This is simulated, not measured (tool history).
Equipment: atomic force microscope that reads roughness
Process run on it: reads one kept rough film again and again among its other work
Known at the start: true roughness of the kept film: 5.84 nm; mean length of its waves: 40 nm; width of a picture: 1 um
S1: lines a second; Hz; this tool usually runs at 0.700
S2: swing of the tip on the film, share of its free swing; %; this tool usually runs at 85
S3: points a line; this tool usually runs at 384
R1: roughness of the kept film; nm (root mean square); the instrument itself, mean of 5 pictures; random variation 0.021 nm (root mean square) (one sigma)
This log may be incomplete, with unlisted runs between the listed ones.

run	hour	S1	S2	S3	R1
1	0.0	0.700	85	384	5.118
2	6.7	0.700	85	384	5.061
3	17.1	0.700	85	384	4.984
4	22.6	0.700	85	620	4.965
5	28.5	0.700	85	620	4.899
6	40.0	0.700	85	620	4.826
7	45.3	0.700	85	620	4.805
8	51.4	0.891	85	620	4.680
9	56.7	0.891	85	620	4.646
10	66.8	0.891	85	620	4.588
11	76.4	0.891	85	315	4.474
12	86.7	0.891	85	315	4.445
13	92.2	0.891	85	315	4.394
14	103.2	0.700	85	384	4.405
15	112.2	0.700	61	384	4.510
16	118.8	0.700	85	384	4.306
17	128.3	0.700	85	384	4.212
18	138.3	0.700	73	384	4.274
19	145.8	0.674	85	384	4.157
20	154.5	0.674	82	384	4.163
21	166.2	0.700	67	384	5.192
22	172.3	0.700	85	384	4.963
23	177.4	0.700	85	384	4.905
24	184.2	0.700	85	384	4.892
25	191.7	0.700	85	384	4.805
26	202.8	0.700	85	384	4.709
27	210.8	0.783	75	348	4.732
28	221.4	0.783	75	348	4.706
29	230.5	3.099	65	591	4.436
30	235.2	3.099	65	591	4.390
31	242.0	0.700	88	929	4.486
32	249.6	0.781	81	296	4.445
33	256.0	0.781	81	296	4.411
34	262.9	0.781	81	296	4.374
35	268.7	0.781	81	296	4.322
36	276.6	0.781	81	296	4.297
37	287.0	1.040	73	791	4.288
38	292.4	1.431	85	671	3.965
39	302.9	0.838	90	991	4.028
40	311.0	0.838	90	991	3.981
41	320.2	0.838	90	991	4.961
42	327.1	0.700	60	481	5.261
43	337.6	2.569	85	265	4.289
44	345.0	1.980	85	265	4.405
45	350.2	1.980	85	265	4.364
46	360.1	0.669	85	265	4.748
47	371.6	2.337	82	265	4.183
48	379.4	2.337	82	265	4.134
49	386.3	2.337	82	265	4.090
50	395.1	0.639	85	347	4.528
51	404.3	0.639	85	347	4.469
52	409.1	0.639	85	347	4.470

Between the runs listed above, the log contained 4 entries, not reproduced here. Where in the sequence does each belong, and how does what the log doesn't record of the tool's condition differ from the listed run before to the listed run after?
Runs 20 to 21: new tip fitted (hour 156.4)
  radius of the tip, nm: 24 -> 7
  what was measured, less what the result would be without the hidden state, R1: -1.051 -> -0.122 nm (root mean square)
Runs 35 to 36: height scale calibrated on a step standard (hour 270.2)
  radius of the tip, nm: 19.2 -> 20; height scale over the true one, %: 0.34 -> 0.39
  what was measured, less what the result would be without the hidden state, R1: -0.808 -> -0.845 nm (root mean square)
Runs 40 to 41: height scale calibrated on a step standard, once more (hour 312.9); new tip fitted (hour 314.5)
  radius of the tip, nm: 24.2 -> 5.7; height scale over the true one, %: 0.41 -> -0.04
  what was measured, less what the result would be without the hidden state, R1: -1.009 -> -0.051 nm (root mean square)
